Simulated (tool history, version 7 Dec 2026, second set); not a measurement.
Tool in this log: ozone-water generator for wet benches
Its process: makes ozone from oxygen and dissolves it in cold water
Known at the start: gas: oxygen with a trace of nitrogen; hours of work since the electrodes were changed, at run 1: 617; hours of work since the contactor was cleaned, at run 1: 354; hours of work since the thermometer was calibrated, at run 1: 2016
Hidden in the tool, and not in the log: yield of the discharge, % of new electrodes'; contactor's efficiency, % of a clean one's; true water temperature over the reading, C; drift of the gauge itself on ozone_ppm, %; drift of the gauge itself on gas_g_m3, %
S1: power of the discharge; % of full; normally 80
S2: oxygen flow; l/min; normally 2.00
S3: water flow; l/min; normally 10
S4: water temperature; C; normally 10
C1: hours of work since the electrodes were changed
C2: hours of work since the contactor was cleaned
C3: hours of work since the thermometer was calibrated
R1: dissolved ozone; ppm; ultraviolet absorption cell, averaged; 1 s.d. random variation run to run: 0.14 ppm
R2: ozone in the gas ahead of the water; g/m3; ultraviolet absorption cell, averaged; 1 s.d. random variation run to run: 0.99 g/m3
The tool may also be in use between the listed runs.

{"run": 1, "day": 0.0, "S1": 80, "S2": 2.0, "S3": 10, "S4": 10, "C1": 617, "C2": 354, "C3": 2016, "R1": 17.5, "R2": 169.9}
{"run": 2, "day": 2.008, "S1": 80, "S2": 2.0, "S3": 10, "S4": 10, "C1": 658, "C2": 395, "C3": 2058, "R1": 17.5, "R2": 173.0}
{"run": 3, "day": 3.967, "S1": 80, "S2": 2.0, "S3": 10, "S4": 10, "C1": 698, "C2": 435, "C3": 2098, "R1": 17.3, "R2": 172.2}
{"run": 4, "day": 5.421, "S1": 80, "S2": 2.11, "S3": 10, "S4": 10, "C1": 728, "C2": 465, "C3": 2128, "R1": 17.4, "R2": 167.4}
{"run": 5, "day": 6.367, "S1": 80, "S2": 2.11, "S3": 10, "S4": 10, "C1": 747, "C2": 484, "C3": 2147, "R1": 17.1, "R2": 165.0}
{"run": 6, "day": 8.462, "S1": 80, "S2": 2.11, "S3": 10, "S4": 10, "C1": 790, "C2": 527, "C3": 2190, "R1": 17.4, "R2": 165.1}
{"run": 7, "day": 9.783, "S1": 80, "S2": 2.11, "S3": 10, "S4": 6, "C1": 817, "C2": 554, "C3": 2217, "R1": 18.2, "R2": 168.0}
{"run": 8, "day": 11.425, "S1": 80, "S2": 2.11, "S3": 7, "S4": 6, "C1": 851, "C2": 588, "C3": 2251, "R1": 24.6, "R2": 165.8}
{"run": 9, "day": 12.942, "S1": 95, "S2": 2.0, "S3": 8, "S4": 17, "C1": 882, "C2": 619, "C3": 2282, "R1": 22.2, "R2": 199.1}
{"run": 10, "day": 14.167, "S1": 43, "S2": 3.53, "S3": 10, "S4": 10, "C1": 907, "C2": 644, "C3": 2307, "R1": 10.0, "R2": 70.2}
{"run": 11, "day": 16.275, "S1": 80, "S2": 1.64, "S3": 10, "S4": 10, "C1": 950, "C2": 687, "C3": 2350, "R1": 17.6, "R2": 200.5}
{"run": 12, "day": 18.2, "S1": 54, "S2": 2.0, "S3": 10, "S4": 7, "C1": 990, "C2": 727, "C3": 2389, "R1": 12.7, "R2": 126.9}
{"run": 13, "day": 19.871, "S1": 61, "S2": 2.0, "S3": 10, "S4": 9, "C1": 1024, "C2": 761, "C3": 2424, "R1": 14.2, "R2": 140.4}

Each run again, without the hidden state but with its own random variation kept:
run=1 R2=170.0
run=2 R2=172.7
run=3 R2=171.5
run=4 R2=166.5
run=5 R2=163.9
run=6 R2=163.6
run=7 R2=166.3
run=8 R2=163.8
run=9 R2=196.4
run=10 R2=69.1
run=11 R2=197.1
run=12 R2=124.5
run=13 R2=137.5
R1 without the hidden state equals the measured value, run for run.

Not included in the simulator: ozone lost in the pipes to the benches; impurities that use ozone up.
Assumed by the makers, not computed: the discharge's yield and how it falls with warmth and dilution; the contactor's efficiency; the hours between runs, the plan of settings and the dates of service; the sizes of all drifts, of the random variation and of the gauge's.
